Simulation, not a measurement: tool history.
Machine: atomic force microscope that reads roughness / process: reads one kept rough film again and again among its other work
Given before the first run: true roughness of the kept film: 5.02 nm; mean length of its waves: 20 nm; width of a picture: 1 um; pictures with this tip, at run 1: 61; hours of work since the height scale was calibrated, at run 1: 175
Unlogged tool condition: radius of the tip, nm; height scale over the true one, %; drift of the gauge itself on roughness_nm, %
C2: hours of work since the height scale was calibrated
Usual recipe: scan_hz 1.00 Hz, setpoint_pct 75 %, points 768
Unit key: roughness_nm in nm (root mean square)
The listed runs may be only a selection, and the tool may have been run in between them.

Run 1, day 0.000: usual settings; pictures with this tip 61; C2 175. Result: roughness_nm 3.603 nm (root mean square).
Run 2, day 0.621: usual settings; pictures with this tip 89; C2 184. Result: roughness_nm 3.578 nm (root mean square).
Run 3, day 1.204: usual settings; pictures with this tip 115; C2 191. Result: roughness_nm 3.576 nm (root mean square).
Run 4, day 1.883: usual settings; pictures with this tip 146; C2 201. Result: roughness_nm 3.584 nm (root mean square).
Run 5, day 2.575: usual settings but setpoint_pct 72 %; pictures with this tip 177; C2 210. Result: roughness_nm 3.605 nm (root mean square).
Run 6, day 3.304: usual settings but setpoint_pct 72 %; pictures with this tip 210; C2 220. Result: roughness_nm 3.604 nm (root mean square).
Run 7, day 3.712: usual settings but setpoint_pct 72 %; pictures with this tip 229; C2 225. Result: roughness_nm 3.583 nm (root mean square).
Run 8, day 4.367: usual settings but setpoint_pct 72 %, points 632; pictures with this tip 259; C2 234. Result: roughness_nm 3.582 nm (root mean square).
Run 9, day 5.125: usual settings but setpoint_pct 72 %, points 632; pictures with this tip 293; C2 244. Result: roughness_nm 3.578 nm (root mean square).
Run 10, day 5.688: usual settings but setpoint_pct 72 %, points 632; pictures with this tip 318; C2 251. Result: roughness_nm 3.582 nm (root mean square).
Run 11, day 6.121: usual settings but scan_hz 1.06 Hz, setpoint_pct 82 %, points 766; pictures with this tip 338; C2 257. Result: roughness_nm 3.499 nm (root mean square).
Run 12, day 6.758: usual settings but scan_hz 1.06 Hz, setpoint_pct 82 %, points 766; pictures with this tip 367; C2 266. Result: roughness_nm 3.547 nm (root mean square).
Run 13, day 7.462: usual settings but scan_hz 1.06 Hz, setpoint_pct 82 %, points 766; pictures with this tip 399; C2 275. Result: roughness_nm 3.531 nm (root mean square).
At day 7.533: new tip fitted.
Run 14, day 8.217: usual settings but scan_hz 1.06 Hz, setpoint_pct 82 %, points 766; pictures with this tip 31; C2 285. Result: roughness_nm 3.516 nm (root mean square).
Run 15, day 8.542: usual settings but scan_hz 1.06 Hz, setpoint_pct 82 %, points 766; pictures with this tip 46; C2 289. Result: roughness_nm 3.530 nm (root mean square).
Run 16, day 9.238: usual settings but scan_hz 1.18 Hz, points 510; pictures with this tip 77; C2 299. Result: roughness_nm 3.556 nm (root mean square).
Run 17, day 9.992: usual settings but scan_hz 1.18 Hz, setpoint_pct 79 %, points 535; pictures with this tip 111; C2 309. Result: roughness_nm 3.537 nm (root mean square).
Run 18, day 10.408: usual settings but scan_hz 1.87 Hz, setpoint_pct 61 %, points 498; pictures with this tip 130; C2 314. Result: roughness_nm 3.608 nm (root mean square).
Run 19, day 10.821: usual settings but scan_hz 0.68 Hz, points 505; pictures with this tip 149; C2 320. Result: roughness_nm 3.582 nm (root mean square).

Describe how what the log doesn't record of the tool's condition differs between the last listed run preceding each entry between runs and the first listed run following it.
In the gap between runs 13 and 14: new tip fitted (day 7.533)
  radius of the tip, nm: 7.1 -> 7
  measured value less the no-hidden-state value, roughness_nm: -0.017 -> -0.002 nm (root mean square)
